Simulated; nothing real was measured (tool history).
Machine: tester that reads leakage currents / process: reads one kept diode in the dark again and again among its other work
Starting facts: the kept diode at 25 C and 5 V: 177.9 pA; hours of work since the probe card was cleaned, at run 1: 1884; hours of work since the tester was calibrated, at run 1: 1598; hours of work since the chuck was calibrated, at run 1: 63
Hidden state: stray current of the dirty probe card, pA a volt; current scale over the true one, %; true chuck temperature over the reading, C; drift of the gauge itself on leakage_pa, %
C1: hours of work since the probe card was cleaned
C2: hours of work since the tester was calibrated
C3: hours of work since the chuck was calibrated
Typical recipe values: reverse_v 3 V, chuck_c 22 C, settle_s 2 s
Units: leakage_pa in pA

Run 1, hour 0: usual settings; C1 1884; C2 1598; C3 63. Result: leakage_pa 106.44 pA.
Run 2, hour 34.5: usual settings; C1 1905; C2 1619; C3 83. Result: leakage_pa 106.48 pA.
Run 3, hour 71: usual settings; C1 1927; C2 1641; C3 105. Result: leakage_pa 106.49 pA.
Run 4, hour 136.9: usual settings; C1 1966; C2 1680; C3 145. Result: leakage_pa 106.09 pA.
Run 5, hour 192.6: usual settings but settle_s 0.63 s; C1 2000; C2 1714; C3 178. Result: leakage_pa 107.29 pA.
Run 6, hour 262.7: usual settings but chuck_c 53 C; C1 2042; C2 1756; C3 220. Result: leakage_pa 959.97 pA.
Run 7, hour 318.2: usual settings but chuck_c 53 C; C1 2075; C2 1789; C3 254. Result: leakage_pa 956.12 pA.
Run 8, hour 375.7: usual settings but chuck_c 30 C; C1 2110; C2 1823; C3 288. Result: leakage_pa 193.64 pA.
Run 9, hour 425.2: usual settings but reverse_v 2.99 V, chuck_c 30 C; C1 2139; C2 1853; C3 318. Result: leakage_pa 193.01 pA.
Run 10, hour 493.5: usual settings but reverse_v 3.31 V; C1 2180; C2 1894; C3 359. Result: leakage_pa 111.65 pA.
Run 11, hour 554.6: usual settings but reverse_v 3.31 V, chuck_c 23 C; C1 2217; C2 1931; C3 396. Result: leakage_pa 120.21 pA.
Run 12, hour 603.6: usual settings but reverse_v 3.31 V, chuck_c 23 C; C1 2246; C2 1960; C3 425. Result: leakage_pa 120.42 pA.
Run 13, hour 663.4: usual settings but reverse_v 3.31 V, chuck_c 23 C; C1 2282; C2 1996; C3 461. Result: leakage_pa 120.33 pA.
Run 14, hour 717.5: usual settings but reverse_v 3.31 V, chuck_c 23 C, settle_s 0.57 s; C1 2315; C2 2029; C3 493. Result: leakage_pa 121.53 pA.
Run 15, hour 770.8: usual settings but reverse_v 3.31 V, chuck_c 23 C, settle_s 0.57 s; C1 2347; C2 2061; C3 525. Result: leakage_pa 121.59 pA.
Run 16, hour 806.3: usual settings but reverse_v 3.31 V, chuck_c 23 C, settle_s 0.57 s; C1 2368; C2 2082; C3 547. Result: leakage_pa 121.26 pA.
Run 17, hour 850.2: usual settings but reverse_v 3.31 V, chuck_c 23 C, settle_s 0.57 s; C1 2394; C2 2108; C3 573. Result: leakage_pa 121.99 pA.
Run 18, hour 908.9: usual settings but reverse_v 3.31 V, chuck_c 23 C, settle_s 0.57 s; C1 2430; C2 2143; C3 608. Result: leakage_pa 120.89 pA.
Run 19, hour 974.6: usual settings; C1 2469; C2 2183; C3 648. Result: leakage_pa 103.74 pA.
Run 20, hour 1009.5: usual settings but chuck_c 57 C; C1 2490; C2 2204; C3 669. Result: leakage_pa 1217.01 pA.
Run 21, hour 1074.6: usual settings but reverse_v 7 V, chuck_c 36 C, settle_s 1.62 s; C1 2529; C2 2243; C3 708. Result: leakage_pa 485.15 pA.
Run 22, hour 1131.9: usual settings but reverse_v 2.27 V, chuck_c 28 C, settle_s 1.01 s; C1 2563; C2 2277; C3 742. Result: leakage_pa 139.3 pA.
At hour 1140.3: chuck's temperature calibrated.
Run 23, hour 1170.6: usual settings but chuck_c 49 C, settle_s 2.97 s; C1 2585; C2 2299; C3 18. Result: leakage_pa 708.04 pA.
Run 24, hour 1228.8: usual settings but chuck_c 49 C, settle_s 2.97 s; C1 2620; C2 2334; C3 53. Result: leakage_pa 706.8 pA.
Run 25, hour 1279: usual settings but reverse_v 14.1 V, settle_s 0.34 s; C1 2650; C2 2364; C3 83. Result: leakage_pa 274.56 pA.
At hour 1312.6: chuck's temperature calibrated, once more.
Run 26, hour 1336.7: usual settings but reverse_v 14.14 V, settle_s 0.34 s; C1 2684; C2 2398; C3 14. Result: leakage_pa 294.52 pA.
Run 27, hour 1392.3: usual settings but reverse_v 14.14 V, settle_s 0.34 s; C1 2717; C2 2431; C3 48. Result: leakage_pa 294.21 pA.
Run 28, hour 1450.6: usual settings but reverse_v 14.14 V, settle_s 0.34 s; C1 2752; C2 2466; C3 83. Result: leakage_pa 294.77 pA.
Run 29, hour 1496.3: usual settings but reverse_v 5.9 V, chuck_c 32 C, settle_s 0.34 s; C1 2780; C2 2494; C3 110. Result: leakage_pa 347.17 pA.
Run 30, hour 1542.4: usual settings but reverse_v 5.9 V, chuck_c 32 C, settle_s 0.34 s; C1 2807; C2 2521; C3 138. Result: leakage_pa 347.46 pA.
Run 31, hour 1593.3: usual settings but reverse_v 5.9 V, chuck_c 32 C, settle_s 0.34 s; C1 2838; C2 2552; C3 168. Result: leakage_pa 345.43 pA.
Run 32, hour 1647.8: usual settings but reverse_v 5.9 V, chuck_c 32 C, settle_s 0.34 s; C1 2871; C2 2585; C3 201. Result: leakage_pa 345.38 pA.
Run 33, hour 1681.8: usual settings but reverse_v 5.9 V, chuck_c 32 C, settle_s 1.98 s; C1 2891; C2 2605; C3 222. Result: leakage_pa 341.63 pA.
Run 34, hour 1745.9: usual settings but reverse_v 8.26 V, chuck_c 21 C, settle_s 4.24 s; C1 2930; C2 2643; C3 260. Result: leakage_pa 185.64 pA.
Run 35, hour 1804.7: usual settings but reverse_v 1.89 V, chuck_c 42 C, settle_s 4.24 s; C1 2965; C2 2679; C3 295. Result: leakage_pa 353.7 pA.
Run 36, hour 1866.8: usual settings but reverse_v 3.55 V, chuck_c 45 C, settle_s 4.14 s; C1 3002; C2 2716; C3 333. Result: leakage_pa 625.64 pA.
Run 37, hour 1913.3: usual settings but chuck_c 57 C; C1 3030; C2 2744; C3 361. Result: leakage_pa 1239.84 pA.
Run 38, hour 1964.2: usual settings but settle_s 3.29 s; C1 3061; C2 2774; C3 391. Result: leakage_pa 106.8 pA.
At hour 1999.6: probe card cleaned and baked.
Run 39, hour 2016.7: usual settings but settle_s 0.35 s; C1 10; C2 2804; C3 421. Result: leakage_pa 104.91 pA.
Run 40, hour 2076.3: usual settings but reverse_v 7.47 V; C1 46; C2 2840; C3 457. Result: leakage_pa 174.7 pA.

Some steps in leakage_pa between neighbouring runs. How much of each would the tool show without its hidden state too (settings, what came in, random variation), and how much is left for the hidden state, with any gauge scatter that isn't in both results?
Run 5 -> 6: chuck_c 22 -> 53, settle_s 0.63 -> 2. leakage_pa +852.68 pA: hidden state -14.5, all else +867.18.
Run 19 -> 20: chuck_c 22 -> 57. leakage_pa +1113.27 pA: hidden state -41.13, all else +1154.4.
Run 22 -> 23: reverse_v 2.27 -> 3, chuck_c 28 -> 49, settle_s 1.01 -> 2.97, chuck's temperature calibrated. leakage_pa +568.74 pA: hidden state -36.35, all else +605.09.
Run 24 -> 25: reverse_v 3 -> 14.1, chuck_c 49 -> 22, settle_s 2.97 -> 0.34. leakage_pa -432.24 pA: hidden state +41.63, all else -473.87.
Run 37 -> 38: chuck_c 57 -> 22, settle_s 2 -> 3.29. leakage_pa -1133.04 pA: hidden state +18.69, all else -1151.73.
